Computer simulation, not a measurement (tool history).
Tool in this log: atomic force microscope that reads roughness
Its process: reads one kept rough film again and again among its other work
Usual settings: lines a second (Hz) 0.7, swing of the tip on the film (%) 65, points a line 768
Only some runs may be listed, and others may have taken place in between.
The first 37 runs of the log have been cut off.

run   hour  lines a second (Hz)  swing of the tip on the film (%)  points a line  roughness of the kept film (nm (root mean square))
 38  481.7                1.493                                71            387                                               1.761
 39  490.7                2.767                                59            733                                               1.813
 40  508.7                0.929                                59            593                                               1.886
 41  524.6                0.929                                59            593                                                1.89
 42  537.9                0.697                                57            593                                               1.905
 43  550.5                0.697                                76            747                                               1.829
 44  563.9                2.747                                64            352                                                1.72
 45  579.2                2.747                                64            352                                               1.726
 46  591.9                3.805                                64            352                                                1.66
 47  606.4                  0.7                                56            768                                               1.905

What if the next run were any one of these 4? Each begins from the tool's condition after run 47:
  A  620.9                0.953                                62            873                                                   ?
  B  620.9                1.402                                65            290                                                   ?
  C  620.9                  0.7                                59            768                                                   ?
  D  620.9                1.604                                67            327                                                   ?

run  roughness of the kept film (nm (root mean square))
  A                                               1.869
  B                                               1.791
  C                                                 1.9
  D                                               1.753
Stripped of hidden state, with their random variation kept, the same runs would have yielded:
run  roughness of the kept film (nm (root mean square))
  A                                               1.875
  B                                               1.797
  C                                               1.906
  D                                               1.759

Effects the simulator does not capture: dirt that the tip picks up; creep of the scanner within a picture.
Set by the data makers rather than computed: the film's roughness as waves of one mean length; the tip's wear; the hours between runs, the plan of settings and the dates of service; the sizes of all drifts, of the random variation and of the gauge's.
